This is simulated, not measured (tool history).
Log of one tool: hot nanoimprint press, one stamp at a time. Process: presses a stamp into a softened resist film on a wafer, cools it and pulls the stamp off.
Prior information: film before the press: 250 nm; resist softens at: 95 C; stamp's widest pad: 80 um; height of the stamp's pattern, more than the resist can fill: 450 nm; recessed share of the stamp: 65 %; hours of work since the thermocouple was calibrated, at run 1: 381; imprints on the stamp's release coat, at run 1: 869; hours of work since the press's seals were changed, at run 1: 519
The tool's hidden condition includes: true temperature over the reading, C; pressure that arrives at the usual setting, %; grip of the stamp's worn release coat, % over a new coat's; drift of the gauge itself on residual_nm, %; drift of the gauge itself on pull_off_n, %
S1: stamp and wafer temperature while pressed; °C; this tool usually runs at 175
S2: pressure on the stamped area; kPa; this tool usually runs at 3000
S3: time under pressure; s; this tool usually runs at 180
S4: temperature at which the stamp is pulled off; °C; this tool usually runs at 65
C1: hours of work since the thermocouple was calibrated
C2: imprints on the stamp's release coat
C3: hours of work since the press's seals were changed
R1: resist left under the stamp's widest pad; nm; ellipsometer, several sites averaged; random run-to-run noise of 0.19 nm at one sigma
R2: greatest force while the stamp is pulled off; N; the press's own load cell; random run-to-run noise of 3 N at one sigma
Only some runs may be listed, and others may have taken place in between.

{"run": 1, "day": 0.0, "S1": 175, "S2": 3000, "S3": 180, "S4": 65, "C1": 381, "C2": 869, "C3": 519, "R1": 96.3, "R2": 188}
{"run": 2, "day": 0.967, "S1": 175, "S2": 3000, "S3": 180, "S4": 65, "C1": 399, "C2": 989, "C3": 537, "R1": 95.6, "R2": 189}
{"run": 3, "day": 1.488, "S1": 175, "S2": 4230, "S3": 180, "S4": 65, "C1": 409, "C2": 1054, "C3": 547, "R1": 81.6, "R2": 200}
{"day": 1.862, "done": "plate thermocouple calibrated"}
{"run": 4, "day": 2.458, "S1": 184, "S2": 3000, "S3": 180, "S4": 65, "C1": 11, "C2": 1158, "C3": 562, "R1": 69.2, "R2": 203}
{"run": 5, "day": 3.283, "S1": 187, "S2": 3000, "S3": 180, "S4": 65, "C1": 26, "C2": 1261, "C3": 577, "R1": 62.5, "R2": 213}
{"run": 6, "day": 3.808, "S1": 175, "S2": 3000, "S3": 180, "S4": 65, "C1": 36, "C2": 1325, "C3": 587, "R1": 94.7, "R2": 212}
{"run": 7, "day": 4.733, "S1": 175, "S2": 3000, "S3": 180, "S4": 65, "C1": 53, "C2": 1440, "C3": 604, "R1": 94.9, "R2": 229}
{"run": 8, "day": 5.433, "S1": 183, "S2": 3000, "S3": 180, "S4": 65, "C1": 66, "C2": 1527, "C3": 617, "R1": 71.4, "R2": 223}
{"run": 9, "day": 5.983, "S1": 183, "S2": 3000, "S3": 180, "S4": 65, "C1": 76, "C2": 1595, "C3": 627, "R1": 71.5, "R2": 230}
{"day": 6.917, "done": "plate thermocouple calibrated, once more"}
{"run": 10, "day": 7.071, "S1": 183, "S2": 3000, "S3": 180, "S4": 65, "C1": 3, "C2": 1715, "C3": 645, "R1": 74.5, "R2": 239}
{"run": 11, "day": 7.962, "S1": 175, "S2": 3000, "S3": 180, "S4": 65, "C1": 19, "C2": 1826, "C3": 661, "R1": 99.1, "R2": 251}
{"run": 12, "day": 8.683, "S1": 175, "S2": 3000, "S3": 180, "S4": 65, "C1": 32, "C2": 1915, "C3": 674, "R1": 98.5, "R2": 254}
{"run": 13, "day": 9.462, "S1": 175, "S2": 3000, "S3": 180, "S4": 65, "C1": 47, "C2": 2012, "C3": 689, "R1": 98.4, "R2": 268}
{"day": 9.883, "done": "press's hydraulic seals changed and the load cell set to zero"}
{"run": 14, "day": 10.254, "S1": 182, "S2": 3000, "S3": 180, "S4": 65, "C1": 55, "C2": 2068, "C3": 7, "R1": 75.0, "R2": 268}
{"run": 15, "day": 11.079, "S1": 182, "S2": 3000, "S3": 180, "S4": 65, "C1": 70, "C2": 2170, "C3": 22, "R1": 74.7, "R2": 285}
{"run": 16, "day": 12.033, "S1": 182, "S2": 3000, "S3": 180, "S4": 65, "C1": 88, "C2": 2289, "C3": 40, "R1": 74.7, "R2": 283}
{"day": 12.833, "done": "stamp cleaned and given a new release coat"}
{"run": 17, "day": 13.196, "S1": 175, "S2": 3000, "S3": 90, "S4": 65, "C1": 105, "C2": 45, "C3": 56, "R1": 124.4, "R2": 139}
{"run": 18, "day": 13.608, "S1": 175, "S2": 3000, "S3": 90, "S4": 65, "C1": 112, "C2": 96, "C3": 64, "R1": 124.6, "R2": 146}
{"run": 19, "day": 14.558, "S1": 175, "S2": 2580, "S3": 165, "S4": 62, "C1": 130, "C2": 214, "C3": 81, "R1": 106.4, "R2": 156}
{"run": 20, "day": 15.175, "S1": 175, "S2": 2580, "S3": 165, "S4": 62, "C1": 141, "C2": 291, "C3": 93, "R1": 106.3, "R2": 158}
{"run": 21, "day": 15.654, "S1": 175, "S2": 3000, "S3": 120, "S4": 55, "C1": 150, "C2": 350, "C3": 101, "R1": 111.6, "R2": 177}
{"run": 22, "day": 16.517, "S1": 170, "S2": 3000, "S3": 146, "S4": 55, "C1": 166, "C2": 457, "C3": 117, "R1": 123.4, "R2": 193}
{"run": 23, "day": 16.971, "S1": 185, "S2": 4510, "S3": 137, "S4": 55, "C1": 174, "C2": 513, "C3": 126, "R1": 61.2, "R2": 192}
{"run": 24, "day": 17.45, "S1": 185, "S2": 4510, "S3": 137, "S4": 55, "C1": 183, "C2": 573, "C3": 134, "R1": 61.2, "R2": 193}
{"run": 25, "day": 17.904, "S1": 185, "S2": 4510, "S3": 137, "S4": 55, "C1": 191, "C2": 629, "C3": 143, "R1": 61.0, "R2": 203}
{"run": 26, "day": 18.833, "S1": 175, "S2": 3000, "S3": 105, "S4": 60, "C1": 208, "C2": 744, "C3": 160, "R1": 117.0, "R2": 200}
{"run": 27, "day": 19.446, "S1": 184, "S2": 3000, "S3": 114, "S4": 57, "C1": 219, "C2": 820, "C3": 171, "R1": 84.2, "R2": 209}
{"run": 28, "day": 20.433, "S1": 175, "S2": 4260, "S3": 302, "S4": 60, "C1": 238, "C2": 943, "C3": 189, "R1": 64.4, "R2": 205}
{"run": 29, "day": 21.242, "S1": 180, "S2": 3420, "S3": 324, "S4": 60, "C1": 253, "C2": 1043, "C3": 204, "R1": 57.8, "R2": 221}
{"run": 30, "day": 21.675, "S1": 180, "S2": 1940, "S3": 107, "S4": 58, "C1": 260, "C2": 1096, "C3": 212, "R1": 119.9, "R2": 220}

Describe how what the log doesn't record of the tool's condition differs between the last listed run preceding each entry between runs and the first listed run following it.
Runs 3 to 4: plate thermocouple calibrated (day 1.862)
  true temperature over the reading, C: 0.97 -> 1.22; pressure that arrives at the usual setting, %: 95.73 -> 95.61; grip of the stamp's worn release coat, % over a new coat's: 43.9 -> 48.7
  the result without the hidden state subtracted from the measured one, R1: -0.4 -> -1.3 nm; R2: +59 -> +64 N
Runs 9 to 10: plate thermocouple calibrated, once more (day 6.917)
  true temperature over the reading, C: 1.39 -> 0.12; pressure that arrives at the usual setting, %: 95.16 -> 95.03; grip of the stamp's worn release coat, % over a new coat's: 69.4 -> 75.4
  the result without the hidden state subtracted from the measured one, R1: -1.7 -> +1.6 nm; R2: +91 -> +103 N
Runs 13 to 14: press's hydraulic seals changed and the load cell set to zero (day 9.883)
  true temperature over the reading, C: 0.24 -> 0.26; pressure that arrives at the usual setting, %: 94.72 -> 100.25; grip of the stamp's worn release coat, % over a new coat's: 90.5 -> 93.4
  the result without the hidden state subtracted from the measured one, R1: +1.6 -> -0.8 nm; R2: +127 -> +129 N
Runs 16 to 17: stamp cleaned and given a new release coat (day 12.833)
  true temperature over the reading, C: 0.35 -> 0.4; pressure that arrives at the usual setting, %: 100.02 -> 99.9; grip of the stamp's worn release coat, % over a new coat's: 105.2 -> 1.7
  the result without the hidden state subtracted from the measured one, R1: -0.9 -> -1.5 nm; R2: +145 -> +1 N

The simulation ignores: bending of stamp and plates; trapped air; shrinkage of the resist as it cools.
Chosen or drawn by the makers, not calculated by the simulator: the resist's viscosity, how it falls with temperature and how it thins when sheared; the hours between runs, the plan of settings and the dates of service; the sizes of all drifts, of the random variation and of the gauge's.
